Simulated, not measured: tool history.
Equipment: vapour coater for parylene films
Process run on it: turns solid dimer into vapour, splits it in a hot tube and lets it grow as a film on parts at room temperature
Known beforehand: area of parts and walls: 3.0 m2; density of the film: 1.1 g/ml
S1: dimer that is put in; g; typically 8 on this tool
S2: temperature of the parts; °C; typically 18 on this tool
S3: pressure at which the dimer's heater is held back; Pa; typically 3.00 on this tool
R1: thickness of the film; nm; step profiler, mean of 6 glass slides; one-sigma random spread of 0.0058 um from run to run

run,hour,S1,S2,S3,R1
1,0.0,8,18,3.00,1315
2,33.7,8,18,3.00,1331
3,82.1,8,18,3.00,1316
# hour 119.0: trap's valve overhauled
4,130.0,8,18,3.00,1319
5,176.8,8,18,3.00,1319
6,222.3,12,18,3.00,1977
7,275.8,8,18,3.00,1320
8,336.4,8,18,3.00,1316
9,377.3,8,18,3.00,1316
10,416.6,8,18,3.00,1323
11,448.8,8,18,3.00,1316
12,486.7,10,18,3.01,1652
13,525.4,8,13,3.00,1507
14,588.0,8,13,2.37,1517
15,656.1,8,13,2.37,1523
# hour 688.1: table's thermometer calibrated
16,711.8,8,13,2.37,1516
17,754.2,8,10,4.07,1591

Forecast each of these 4 alternatives for the next run:
A,821.6,8,18,11.60,?
B,821.6,8,30,3.48,?
C,821.6,8,14,3.00,?
D,821.6,8,13,4.07,?

run,R1
A,1219
B,930
C,1453
D,1470
Without the tool's unlogged condition, the same runs would have read:
run,R1
A,1241
B,947
C,1479
D,1497

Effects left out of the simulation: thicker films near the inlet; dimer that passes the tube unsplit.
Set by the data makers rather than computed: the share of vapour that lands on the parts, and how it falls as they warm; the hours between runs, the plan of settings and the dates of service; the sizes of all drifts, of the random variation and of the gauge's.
